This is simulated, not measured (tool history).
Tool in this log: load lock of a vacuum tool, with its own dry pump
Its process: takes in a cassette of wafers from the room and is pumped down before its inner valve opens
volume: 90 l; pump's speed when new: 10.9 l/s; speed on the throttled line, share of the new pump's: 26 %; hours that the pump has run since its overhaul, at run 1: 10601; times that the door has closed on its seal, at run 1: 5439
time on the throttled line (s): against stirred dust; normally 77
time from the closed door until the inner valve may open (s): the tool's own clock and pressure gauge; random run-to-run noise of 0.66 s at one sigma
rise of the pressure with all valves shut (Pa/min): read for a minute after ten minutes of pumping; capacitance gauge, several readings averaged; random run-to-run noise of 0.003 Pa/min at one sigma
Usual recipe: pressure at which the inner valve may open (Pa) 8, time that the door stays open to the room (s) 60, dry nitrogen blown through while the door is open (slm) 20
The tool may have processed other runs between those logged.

run,day,time on the throttled line (s),pressure at which the inner valve may open (Pa),time that the door stays open to the room (s),dry nitrogen blown through while the door is open (slm),hours that the pump has run since its overhaul,times that the door has closed on its seal,"incoming humidity of the room's air, %",time from the closed door until the inner valve may open (s),rise of the pressure with all valves shut (Pa/min)
1,0,77,8,60,20,10601,5439,47.1,151,0.038
2,3.896,77,8,60,20,10694,5664,42.9,149.5,0.042
3,8.054,77,8,60,20,10794,5905,40.5,152.6,0.04
4,11.479,77,8,60,20,10876,6103,41.6,150.6,0.046
5,16.521,77,8,60,20,10997,6395,46.9,151.3,0.041
6,20.546,77,8,60,20,11094,6628,48.1,152.3,0.041
7,24.171,77,8,60,20,11181,6838,43.9,152.6,0.043
8,29.983,77,8,60,20,11320,7175,45.4,152.8,0.043
9,34.942,77,8,60,20,11439,7462,44.5,152.7,0.041
10,39.642,77,8,60,20,11552,7734,43.2,151.9,0.047
11,42.883,77,8,60,20,11630,7922,44.8,151.4,0.046
12,47.083,77,8,60,20,11731,8165,45.6,153.4,0.052
13,51.183,77,8,60,20,11829,8402,45.2,153,0.051
14,55.35,77,8,60,20,11929,8643,45.8,152.2,0.052
15,60.35,77,8,60,20,12049,8933,43.5,153.1,0.053
16,63.154,77,8,60,20,12116,9095,48.1,153.5,0.058
# day 63.7: dry pump taken out, an overhauled one fitted
17,69.075,77,8,60,20,129,9424,45.6,136.1,0.056
18,73.975,77,8,60,20,247,9707,44.8,135.3,0.06
19,77.183,88,8,81,16,324,9893,47.7,144.4,0.072
20,82.308,70,7,60,17,447,10190,45.4,132.8,0.061
21,86.95,53,8,60,43,558,10458,43.1,117.7,0.052
22,91.354,129,8,60,43,664,10713,46.3,174.9,0.057
23,96.383,129,8,60,43,784,11005,44.4,176.2,0.059
24,99.783,39,8,60,7,866,11201,43.3,108.8,0.067
25,104.108,77,14,60,20,970,11452,45.9,131.1,0.067
26,109.208,51,12,60,20,1092,11747,45.5,115,0.066
27,114.083,41,13,46,5,1209,12029,47.3,106.5,0.074

5 options for the next run, each taken on its own from the tool as it stands now. Forecast them:
A,119.438,41,8,52,37,1338,12339,43.2,?,?
B,119.438,154,13,46,4,1338,12339,49.9,?,?
C,119.438,74,8,225,20,1338,12339,44.7,?,?
D,119.438,41,11,68,5,1338,12339,49,?,?
E,119.438,77,8,60,9,1338,12339,43.7,?,?

run,time from the closed door until the inner valve may open (s),rise of the pressure with all valves shut (Pa/min)
A,111.3,0.068
B,188.1,0.079
C,134.1,0.092
D,107.9,0.08
E,137.1,0.072
Had the tool no hidden state, the same runs would have come out as:
run,time from the closed door until the inner valve may open (s),rise of the pressure with all valves shut (Pa/min)
A,110.1,0.017
B,187.3,0.029
C,133,0.042
D,106.7,0.03
E,136,0.021
